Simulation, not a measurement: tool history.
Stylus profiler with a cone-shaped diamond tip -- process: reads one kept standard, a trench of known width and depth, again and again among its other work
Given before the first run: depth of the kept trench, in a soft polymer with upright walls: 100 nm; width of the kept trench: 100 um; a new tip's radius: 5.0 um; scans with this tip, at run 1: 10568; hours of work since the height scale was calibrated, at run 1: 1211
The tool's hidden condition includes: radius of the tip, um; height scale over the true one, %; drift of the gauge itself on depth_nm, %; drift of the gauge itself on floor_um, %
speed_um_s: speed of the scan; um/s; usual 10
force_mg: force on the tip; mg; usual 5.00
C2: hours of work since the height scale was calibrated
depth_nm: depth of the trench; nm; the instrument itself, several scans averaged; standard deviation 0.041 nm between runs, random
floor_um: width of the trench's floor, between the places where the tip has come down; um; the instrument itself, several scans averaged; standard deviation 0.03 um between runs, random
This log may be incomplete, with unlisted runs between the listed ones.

run 1 hour=0.0 | speed_um_s=10 force_mg=5.00 | scans_with_this_tip=10568 C2=1211 | depth_nm=102.20 floor_um=97.17
-- hour=14.3 new tip fitted, height scale calibrated
run 2 hour=18.2 | speed_um_s=10 force_mg=5.00 | scans_with_this_tip=27 C2=3 | depth_nm=101.58 floor_um=97.99
run 3 hour=41.9 | speed_um_s=10 force_mg=1.94 | scans_with_this_tip=190 C2=22 | depth_nm=100.88 floor_um=97.94
run 4 hour=66.3 | speed_um_s=10 force_mg=1.94 | scans_with_this_tip=360 C2=41 | depth_nm=100.91 floor_um=97.92
run 5 hour=93.4 | speed_um_s=10 force_mg=1.94 | scans_with_this_tip=546 C2=63 | depth_nm=100.77 floor_um=97.95
run 6 hour=120.0 | speed_um_s=10 force_mg=3.98 | scans_with_this_tip=730 C2=84 | depth_nm=101.41 floor_um=97.91
run 7 hour=144.2 | speed_um_s=10 force_mg=2.37 | scans_with_this_tip=898 C2=103 | depth_nm=101.06 floor_um=97.89
run 8 hour=161.0 | speed_um_s=28 force_mg=5.00 | scans_with_this_tip=1014 C2=116 | depth_nm=101.64 floor_um=97.90
run 9 hour=172.5 | speed_um_s=10 force_mg=13.92 | scans_with_this_tip=1093 C2=125 | depth_nm=103.22 floor_um=97.89
run 10 hour=188.6 | speed_um_s=10 force_mg=13.92 | scans_with_this_tip=1204 C2=138 | depth_nm=103.29 floor_um=97.85
run 11 hour=200.6 | speed_um_s=10 force_mg=13.92 | scans_with_this_tip=1287 C2=148 | depth_nm=103.18 floor_um=97.82
run 12 hour=227.6 | speed_um_s=10 force_mg=5.00 | scans_with_this_tip=1474 C2=169 | depth_nm=101.69 floor_um=97.85
run 13 hour=254.6 | speed_um_s=10 force_mg=5.00 | scans_with_this_tip=1661 C2=190 | depth_nm=101.73 floor_um=97.85
run 14 hour=269.3 | speed_um_s=10 force_mg=5.00 | scans_with_this_tip=1762 C2=202 | depth_nm=101.70 floor_um=97.83
run 15 hour=285.1 | speed_um_s=27 force_mg=5.00 | scans_with_this_tip=1871 C2=214 | depth_nm=101.71 floor_um=97.70
run 16 hour=298.2 | speed_um_s=27 force_mg=5.00 | scans_with_this_tip=1961 C2=225 | depth_nm=101.66 floor_um=97.77
run 17 hour=313.5 | speed_um_s=27 force_mg=5.00 | scans_with_this_tip=2067 C2=237 | depth_nm=101.68 floor_um=97.77
run 18 hour=327.9 | speed_um_s=5 force_mg=5.00 | scans_with_this_tip=2167 C2=248 | depth_nm=101.75 floor_um=97.80
run 19 hour=340.5 | speed_um_s=5 force_mg=3.78 | scans_with_this_tip=2254 C2=258 | depth_nm=101.42 floor_um=97.81
run 20 hour=367.3 | speed_um_s=5 force_mg=3.78 | scans_with_this_tip=2439 C2=279 | depth_nm=101.46 floor_um=97.76
run 21 hour=381.1 | speed_um_s=10 force_mg=7.61 | scans_with_this_tip=2535 C2=290 | depth_nm=102.31 floor_um=97.77
run 22 hour=404.9 | speed_um_s=10 force_mg=7.61 | scans_with_this_tip=2699 C2=309 | depth_nm=102.31 floor_um=97.75
run 23 hour=426.2 | speed_um_s=2 force_mg=5.00 | scans_with_this_tip=2846 C2=326 | depth_nm=101.75 floor_um=97.76
run 24 hour=452.2 | speed_um_s=3 force_mg=2.55 | scans_with_this_tip=3026 C2=347 | depth_nm=101.14 floor_um=97.74
run 25 hour=479.4 | speed_um_s=20 force_mg=5.00 | scans_with_this_tip=3213 C2=368 | depth_nm=101.78 floor_um=97.64
run 26 hour=498.0 | speed_um_s=10 force_mg=6.55 | scans_with_this_tip=3342 C2=383 | depth_nm=102.08 floor_um=97.68
run 27 hour=517.2 | speed_um_s=9 force_mg=4.42 | scans_with_this_tip=3475 C2=398 | depth_nm=101.59 floor_um=97.65
run 28 hour=537.6 | speed_um_s=4 force_mg=2.71 | scans_with_this_tip=3616 C2=414 | depth_nm=101.24 floor_um=97.65
run 29 hour=553.4 | speed_um_s=4 force_mg=9.68 | scans_with_this_tip=3725 C2=427 | depth_nm=102.73 floor_um=97.65
run 30 hour=574.4 | speed_um_s=4 force_mg=9.68 | scans_with_this_tip=3870 C2=444 | depth_nm=102.72 floor_um=97.66
run 31 hour=600.3 | speed_um_s=9 force_mg=11.63 | scans_with_this_tip=4049 C2=464 | depth_nm=102.98 floor_um=97.63
run 32 hour=611.7 | speed_um_s=10 force_mg=4.43 | scans_with_this_tip=4128 C2=473 | depth_nm=101.74 floor_um=97.60
run 33 hour=636.7 | speed_um_s=5 force_mg=8.43 | scans_with_this_tip=4300 C2=493 | depth_nm=102.51 floor_um=97.59
run 34 hour=652.8 | speed_um_s=3 force_mg=6.20 | scans_with_this_tip=4411 C2=506 | depth_nm=102.14 floor_um=97.62
run 35 hour=677.2 | speed_um_s=3 force_mg=6.20 | scans_with_this_tip=4580 C2=525 | depth_nm=102.12 floor_um=97.61
run 36 hour=699.9 | speed_um_s=3 force_mg=2.41 | scans_with_this_tip=4737 C2=543 | depth_nm=101.31 floor_um=97.57
run 37 hour=723.7 | speed_um_s=13 force_mg=5.00 | scans_with_this_tip=4902 C2=562 | depth_nm=101.89 floor_um=97.45
run 38 hour=736.6 | speed_um_s=5 force_mg=4.76 | scans_with_this_tip=4990 C2=572 | depth_nm=101.85 floor_um=97.51
run 39 hour=763.0 | speed_um_s=22 force_mg=3.10 | scans_with_this_tip=5173 C2=593 | depth_nm=101.50 floor_um=97.51
run 40 hour=786.7 | speed_um_s=8 force_mg=6.32 | scans_with_this_tip=5337 C2=612 | depth_nm=102.19 floor_um=97.49
run 41 hour=808.4 | speed_um_s=3 force_mg=5.68 | scans_with_this_tip=5487 C2=629 | depth_nm=102.10 floor_um=97.53
run 42 hour=825.4 | speed_um_s=3 force_mg=9.53 | scans_with_this_tip=5605 C2=642 | depth_nm=102.78 floor_um=97.51
run 43 hour=840.9 | speed_um_s=5 force_mg=5.00 | scans_with_this_tip=5711 C2=654 | depth_nm=101.91 floor_um=97.47
run 44 hour=854.2 | speed_um_s=31 force_mg=11.74 | scans_with_this_tip=5804 C2=665 | depth_nm=103.21 floor_um=97.42
run 45 hour=876.1 | speed_um_s=31 force_mg=11.74 | scans_with_this_tip=5954 C2=682 | depth_nm=103.27 floor_um=97.47
run 46 hour=896.0 | speed_um_s=16 force_mg=14.56 | scans_with_this_tip=6092 C2=698 | depth_nm=103.63 floor_um=97.47

Take each entry between the runs: how does the hidden state at the last listed run before it differ from the hidden state at the first listed run after it?
Logged between run 1 and run 2: new tip fitted, height scale calibrated (hour 14.3)
  radius of the tip, um: 10.11 -> 4.99; height scale over the true one, %: 0.6 -> -0.013
  measured less the result without the state, depth_nm: +0.61 -> -0.02 nm; floor_um: -0.84 -> +0.00 um
